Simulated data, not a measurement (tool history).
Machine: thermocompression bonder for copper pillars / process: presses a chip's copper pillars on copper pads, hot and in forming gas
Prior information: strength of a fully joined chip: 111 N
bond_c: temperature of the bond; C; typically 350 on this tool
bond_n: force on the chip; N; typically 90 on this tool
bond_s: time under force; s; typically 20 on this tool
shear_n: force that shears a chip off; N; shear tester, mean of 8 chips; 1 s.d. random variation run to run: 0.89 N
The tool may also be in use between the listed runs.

{"run": 1, "hour": 0.0, "bond_c": 350, "bond_n": 90, "bond_s": 20, "shear_n": 74.8}
{"run": 2, "hour": 54.9, "bond_c": 350, "bond_n": 90, "bond_s": 20, "shear_n": 73}
{"run": 3, "hour": 115.2, "bond_c": 373, "bond_n": 90, "bond_s": 20, "shear_n": 83.2}
{"run": 4, "hour": 186.7, "bond_c": 373, "bond_n": 90, "bond_s": 20, "shear_n": 83.3}
{"run": 5, "hour": 239.4, "bond_c": 373, "bond_n": 90, "bond_s": 20, "shear_n": 82.9}
{"hour": 279.3, "done": "forming gas filter changed"}
{"run": 6, "hour": 322.7, "bond_c": 373, "bond_n": 90, "bond_s": 20, "shear_n": 83}
{"hour": 376.8, "done": "heater calibrated with a thermocouple chip"}
{"run": 7, "hour": 388.9, "bond_c": 338, "bond_n": 111, "bond_s": 20, "shear_n": 75}

Run 8 is up next; what results do you expect?
{"hour": 425.1, "done": "force cell calibrated"}
{"run": 8, "hour": 433.1, "bond_c": 352, "bond_n": 99, "bond_s": 34, "shear_n": "?"}

shear_n: 88.6 N
The same run, on a tool lacking any hidden state, would have yielded shear_n 89 N.
